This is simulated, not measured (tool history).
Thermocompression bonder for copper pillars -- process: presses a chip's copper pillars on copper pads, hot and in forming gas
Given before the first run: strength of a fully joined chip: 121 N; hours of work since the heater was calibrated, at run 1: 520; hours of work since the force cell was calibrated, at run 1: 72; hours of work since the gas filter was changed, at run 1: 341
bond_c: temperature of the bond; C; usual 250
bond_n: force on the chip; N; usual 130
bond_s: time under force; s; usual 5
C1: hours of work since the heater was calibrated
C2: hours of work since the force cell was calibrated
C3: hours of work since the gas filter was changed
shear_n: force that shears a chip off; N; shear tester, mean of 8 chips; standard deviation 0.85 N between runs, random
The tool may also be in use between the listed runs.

run 1 hour=0 | bond_c=250 bond_n=130 bond_s=5 | C1=520 C2=72 C3=341 | shear_n=69.4
run 2 hour=31.6 | bond_c=250 bond_n=130 bond_s=5 | C1=536 C2=87 C3=357 | shear_n=70.2
-- hour=46.9 forming gas filter changed
run 3 hour=67.6 | bond_c=250 bond_n=130 bond_s=5 | C1=554 C2=105 C3=10 | shear_n=73.3
run 4 hour=113.3 | bond_c=250 bond_n=130 bond_s=5 | C1=577 C2=128 C3=33 | shear_n=72.3
run 5 hour=165 | bond_c=250 bond_n=130 bond_s=5 | C1=602 C2=153 C3=59 | shear_n=72.5
run 6 hour=199.7 | bond_c=250 bond_n=130 bond_s=5 | C1=620 C2=171 C3=76 | shear_n=71.7
run 7 hour=243.7 | bond_c=250 bond_n=130 bond_s=8 | C1=641 C2=193 C3=98 | shear_n=83.3
run 8 hour=274 | bond_c=250 bond_n=186 bond_s=5 | C1=656 C2=208 C3=113 | shear_n=91.4
run 9 hour=305.2 | bond_c=250 bond_n=186 bond_s=5 | C1=672 C2=223 C3=128 | shear_n=90.3
run 10 hour=339.4 | bond_c=250 bond_n=186 bond_s=5 | C1=689 C2=240 C3=145 | shear_n=90
run 11 hour=373.6 | bond_c=250 bond_n=186 bond_s=5 | C1=706 C2=257 C3=162 | shear_n=91.7
run 12 hour=428.5 | bond_c=250 bond_n=186 bond_s=5 | C1=733 C2=284 C3=190 | shear_n=90.2
run 13 hour=461.7 | bond_c=250 bond_n=186 bond_s=3 | C1=750 C2=301 C3=206 | shear_n=79.8
run 14 hour=495.2 | bond_c=250 bond_n=147 bond_s=11 | C1=766 C2=318 C3=223 | shear_n=95.7
run 15 hour=550.7 | bond_c=238 bond_n=172 bond_s=10 | C1=794 C2=345 C3=250 | shear_n=89.5
run 16 hour=613.1 | bond_c=246 bond_n=172 bond_s=10 | C1=825 C2=376 C3=281 | shear_n=96.8
run 17 hour=667.1 | bond_c=231 bond_n=173 bond_s=8 | C1=852 C2=403 C3=308 | shear_n=79.1
run 18 hour=723.3 | bond_c=228 bond_n=88 bond_s=4 | C1=880 C2=431 C3=336 | shear_n=31.7
-- hour=780.4 forming gas filter changed
run 19 hour=781.4 | bond_c=228 bond_n=88 bond_s=4 | C1=908 C2=460 C3=0 | shear_n=33.5
run 20 hour=824.1 | bond_c=228 bond_n=88 bond_s=4 | C1=930 C2=481 C3=22 | shear_n=33

Predict the results of run 21:
run 21 hour=868.7 | bond_c=228 bond_n=193 bond_s=4 | C1=952 C2=503 C3=44 | shear_n=?

{"run 21": {"shear_n": 68}}
On a tool with no hidden condition, and with the same random variation, this run would have come out at shear_n 60.3 N.

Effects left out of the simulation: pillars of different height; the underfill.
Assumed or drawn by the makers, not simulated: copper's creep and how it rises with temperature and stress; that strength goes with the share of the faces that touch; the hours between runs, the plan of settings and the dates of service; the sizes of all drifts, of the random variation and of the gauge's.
